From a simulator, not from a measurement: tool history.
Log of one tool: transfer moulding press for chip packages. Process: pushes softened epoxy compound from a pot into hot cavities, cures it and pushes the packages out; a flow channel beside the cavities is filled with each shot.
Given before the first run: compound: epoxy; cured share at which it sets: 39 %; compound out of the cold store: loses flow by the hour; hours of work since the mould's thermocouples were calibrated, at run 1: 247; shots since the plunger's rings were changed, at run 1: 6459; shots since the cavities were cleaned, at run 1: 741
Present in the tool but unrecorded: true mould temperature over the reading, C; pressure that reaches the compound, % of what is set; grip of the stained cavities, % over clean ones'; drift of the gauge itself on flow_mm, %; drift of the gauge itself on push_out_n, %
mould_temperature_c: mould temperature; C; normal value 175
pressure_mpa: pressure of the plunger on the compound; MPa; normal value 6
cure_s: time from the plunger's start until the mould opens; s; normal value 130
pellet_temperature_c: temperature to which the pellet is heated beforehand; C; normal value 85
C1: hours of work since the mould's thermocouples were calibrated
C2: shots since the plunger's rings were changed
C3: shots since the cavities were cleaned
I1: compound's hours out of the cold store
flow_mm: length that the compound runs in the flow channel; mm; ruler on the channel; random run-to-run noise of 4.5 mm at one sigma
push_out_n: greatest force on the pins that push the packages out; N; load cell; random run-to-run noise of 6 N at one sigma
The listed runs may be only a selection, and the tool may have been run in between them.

Run 1, day 0: usual settings; C1 247; C2 6459; C3 741; I1 33.7. Result: flow_mm 711 mm, push_out_n 236 N.
At day 0.296: cavities cleaned with cleaning compound and waxed.
Run 2, day 0.346: usual settings; C1 252; C2 6535; C3 13; I1 44.5. Result: flow_mm 681 mm, push_out_n 214 N.
Run 3, day 0.612: usual settings; C1 257; C2 6606; C3 84; I1 15.3. Result: flow_mm 775 mm, push_out_n 231 N.
Run 4, day 1.054: usual settings; C1 264; C2 6723; C3 201; I1 32. Result: flow_mm 715 mm, push_out_n 226 N.
Run 5, day 1.35: usual settings; C1 270; C2 6802; C3 280; I1 36.9. Result: flow_mm 695 mm, push_out_n 224 N.
At day 1.642: plunger's sealing rings changed.
Run 6, day 1.729: usual settings; C1 275; C2 23; C3 354; I1 40.7. Result: flow_mm 693 mm, push_out_n 225 N.
Run 7, day 1.979: usual settings; C1 279; C2 89; C3 420; I1 33.3. Result: flow_mm 725 mm, push_out_n 226 N.
Run 8, day 2.192: usual settings but pressure_mpa 5.6 MPa; C1 283; C2 147; C3 478; I1 22.1. Result: flow_mm 720 mm, push_out_n 230 N.
Run 9, day 2.575: usual settings but mould_temperature_c 183 C, pressure_mpa 5.22 MPa; C1 290; C2 249; C3 580; I1 15.6. Result: flow_mm 703 mm, push_out_n 205 N.
Run 10, day 2.762: usual settings but mould_temperature_c 183 C, pressure_mpa 5.22 MPa; C1 293; C2 299; C3 630; I1 16. Result: flow_mm 701 mm, push_out_n 207 N.
Run 11, day 3.208: usual settings but mould_temperature_c 171 C; C1 301; C2 418; C3 749; I1 18.7. Result: flow_mm 779 mm, push_out_n 282 N.
At day 3.458: cavities cleaned with cleaning compound and waxed.
Run 12, day 3.708: usual settings but mould_temperature_c 171 C, pressure_mpa 6.76 MPa, cure_s 118 s; C1 309; C2 534; C3 66; I1 21.1. Result: flow_mm 816 mm, push_out_n 344 N.
Run 13, day 4.129: usual settings but cure_s 169 s, pellet_temperature_c 83 C; C1 317; C2 646; C3 178; I1 43.5. Result: flow_mm 694 mm, push_out_n 203 N.
Run 14, day 4.371: usual settings but pressure_mpa 6.65 MPa, cure_s 155 s, pellet_temperature_c 81 C; C1 321; C2 711; C3 243; I1 23.1. Result: flow_mm 795 mm, push_out_n 211 N.

Run 15 is up next; what results do you expect?
Run 15, day 4.625: usual settings but mould_temperature_c 183 C, pressure_mpa 4.61 MPa, cure_s 144 s, pellet_temperature_c 91 C; C1 326; C2 779; C3 311; I1 17. Result: flow_mm ?, push_out_n ?.

Logged for run 15: flow_mm 657 mm, push_out_n 200 N.
On a tool with no hidden condition, and with the same random variation, this run would have come out at flow_mm 658 mm, push_out_n 199 N.

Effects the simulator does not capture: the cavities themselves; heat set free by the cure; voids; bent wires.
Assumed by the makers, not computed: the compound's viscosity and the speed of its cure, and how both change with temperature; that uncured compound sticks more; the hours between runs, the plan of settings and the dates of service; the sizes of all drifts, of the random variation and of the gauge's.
